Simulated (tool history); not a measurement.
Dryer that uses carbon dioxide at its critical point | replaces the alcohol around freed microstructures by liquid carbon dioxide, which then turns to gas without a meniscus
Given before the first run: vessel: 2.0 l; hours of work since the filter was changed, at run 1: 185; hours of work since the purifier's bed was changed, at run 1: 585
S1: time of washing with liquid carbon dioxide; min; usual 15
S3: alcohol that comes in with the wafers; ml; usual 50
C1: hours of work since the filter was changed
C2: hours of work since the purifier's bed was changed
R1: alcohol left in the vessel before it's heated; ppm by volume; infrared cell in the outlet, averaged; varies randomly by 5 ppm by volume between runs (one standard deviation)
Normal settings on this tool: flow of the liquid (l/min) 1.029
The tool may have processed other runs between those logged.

Run 1, hour 0: usual settings; C1 185; C2 585. Result: R1 193 ppm by volume.
Run 2, hour 18.7: usual settings; C1 197; C2 597. Result: R1 197 ppm by volume.
Run 3, hour 35: usual settings; C1 207; C2 607. Result: R1 209 ppm by volume.
Run 4, hour 52.9: usual settings; C1 218; C2 619. Result: R1 210 ppm by volume.
Run 5, hour 72.8: usual settings; C1 231; C2 632. Result: R1 211 ppm by volume.
Run 6, hour 98.1: usual settings; C1 247; C2 648. Result: R1 218 ppm by volume.
Run 7, hour 110.1: usual settings; C1 255; C2 655. Result: R1 233 ppm by volume.
Run 8, hour 124.9: usual settings but S3 114 ml; C1 264; C2 665. Result: R1 312 ppm by volume.
Run 9, hour 144.3: usual settings but S3 114 ml; C1 277; C2 677. Result: R1 315 ppm by volume.
Run 10, hour 169.3: usual settings but S3 114 ml; C1 293; C2 693. Result: R1 322 ppm by volume.
Run 11, hour 194.2: usual settings but S3 114 ml; C1 308; C2 709. Result: R1 343 ppm by volume.
Run 12, hour 221.7: usual settings; C1 326; C2 726. Result: R1 257 ppm by volume.
Run 13, hour 240.1: usual settings; C1 338; C2 738. Result: R1 266 ppm by volume.
Run 14, hour 255.4: usual settings but flow of the liquid (l/min) 1.54; C1 347; C2 748. Result: R1 195 ppm by volume.
Run 15, hour 276.9: usual settings but S3 36 ml; C1 361; C2 762. Result: R1 253 ppm by volume.
Run 16, hour 293.6: usual settings but S3 36 ml; C1 372; C2 772. Result: R1 244 ppm by volume.
Run 17, hour 318.8: usual settings but S3 36 ml; C1 388; C2 788. Result: R1 259 ppm by volume.
At hour 332: inlet filter changed.
Run 18, hour 342.4: usual settings but S3 36 ml; C1 7; C2 803. Result: R1 228 ppm by volume.
Run 19, hour 362.2: usual settings; C1 19; C2 815. Result: R1 233 ppm by volume.
Run 20, hour 385: usual settings but S3 66 ml; C1 34; C2 830. Result: R1 258 ppm by volume.
Run 21, hour 400.3: usual settings but S3 66 ml; C1 44; C2 840. Result: R1 242 ppm by volume.
Run 22, hour 411.9: usual settings but S3 66 ml; C1 51; C2 847. Result: R1 246 ppm by volume.
Run 23, hour 432.7: usual settings; C1 64; C2 860. Result: R1 245 ppm by volume.
Run 24, hour 445.4: usual settings but S3 41 ml; C1 72; C2 868. Result: R1 241 ppm by volume.
Run 25, hour 472.7: usual settings but S1 14 min, flow of the liquid (l/min) 1.23, S3 26 ml; C1 90; C2 886. Result: R1 218 ppm by volume.
Run 26, hour 493.1: usual settings but S1 14 min, flow of the liquid (l/min) 1.23, S3 26 ml; C1 103; C2 899. Result: R1 222 ppm by volume.
Run 27, hour 509.8: usual settings but S1 14 min, flow of the liquid (l/min) 1.23, S3 26 ml; C1 113; C2 910. Result: R1 232 ppm by volume.
Run 28, hour 529.4: usual settings but S1 9 min, flow of the liquid (l/min) 0.77, S3 48 ml; C1 126; C2 922. Result: R1 1607 ppm by volume.
Run 29, hour 542: usual settings but S1 20 min, flow of the liquid (l/min) 1.68, S3 48 ml; C1 134; C2 930. Result: R1 228 ppm by volume.
Run 30, hour 556.2: usual settings but S1 12 min, flow of the liquid (l/min) 1.7, S3 74 ml; C1 143; C2 939. Result: R1 238 ppm by volume.
Run 31, hour 581.9: usual settings but flow of the liquid (l/min) 0.7, S3 27 ml; C1 159; C2 956. Result: R1 410 ppm by volume.
Run 32, hour 596.5: usual settings but flow of the liquid (l/min) 0.95, S3 44 ml; C1 169; C2 965. Result: R1 283 ppm by volume.
Run 33, hour 615.3: usual settings but S1 11 min, flow of the liquid (l/min) 1.6, S3 69 ml; C1 181; C2 977. Result: R1 258 ppm by volume.
Run 34, hour 627: usual settings but S1 11 min, flow of the liquid (l/min) 1.6, S3 69 ml; C1 188; C2 984. Result: R1 260 ppm by volume.
Run 35, hour 641: usual settings but S1 11 min, flow of the liquid (l/min) 1.6, S3 69 ml; C1 197; C2 993. Result: R1 267 ppm by volume.
Run 36, hour 657.2: usual settings but S1 12 min, flow of the liquid (l/min) 0.74; C1 207; C2 1003. Result: R1 968 ppm by volume.
Run 37, hour 674.7: usual settings but S1 13 min; C1 219; C2 1015. Result: R1 363 ppm by volume.
Run 38, hour 694.3: usual settings but S1 13 min; C1 231; C2 1027. Result: R1 380 ppm by volume.
Run 39, hour 710.8: usual settings but S1 13 min; C1 241; C2 1038. Result: R1 377 ppm by volume.
Run 40, hour 723.8: usual settings but S1 13 min; C1 250; C2 1046. Result: R1 385 ppm by volume.
Run 41, hour 737.2: usual settings but S1 13 min; C1 258; C2 1055. Result: R1 392 ppm by volume.
Run 42, hour 753.8: usual settings but S1 16 min, S3 39 ml; C1 269; C2 1065. Result: R1 292 ppm by volume.
Run 43, hour 775.1: usual settings but S1 10 min, flow of the liquid (l/min) 0.75, S3 22 ml; C1 283; C2 1079. Result: R1 896 ppm by volume.
Run 44, hour 798.6: usual settings but S1 10 min, flow of the liquid (l/min) 0.75, S3 22 ml; C1 298; C2 1094. Result: R1 898 ppm by volume.
Run 45, hour 810.4: usual settings but S1 10 min, flow of the liquid (l/min) 0.75, S3 22 ml; C1 305; C2 1101. Result: R1 885 ppm by volume.
Run 46, hour 827.6: usual settings but S1 10 min, flow of the liquid (l/min) 0.75, S3 22 ml; C1 316; C2 1112. Result: R1 903 ppm by volume.

Consider 3 possible next runs. They are alternatives, not a sequence: every one starts from the tool as it was left by run 46. What does each give?
Run A, hour 843.2: usual settings but S1 20 min, flow of the liquid (l/min) 1.24; C1 326; C2 1122. Result: R1 ?.
Run B, hour 843.2: usual settings but S1 21 min, S3 37 ml; C1 326; C2 1122. Result: R1 ?.
Run C, hour 843.2: usual settings but S1 19 min, flow of the liquid (l/min) 1.15, S3 113 ml; C1 326; C2 1122. Result: R1 ?.

run   R1
  A  261
  B  268
  C  284
What these runs would have given with no unlogged condition in the tool:
run  R1
  A   1
  B   2
  C   8
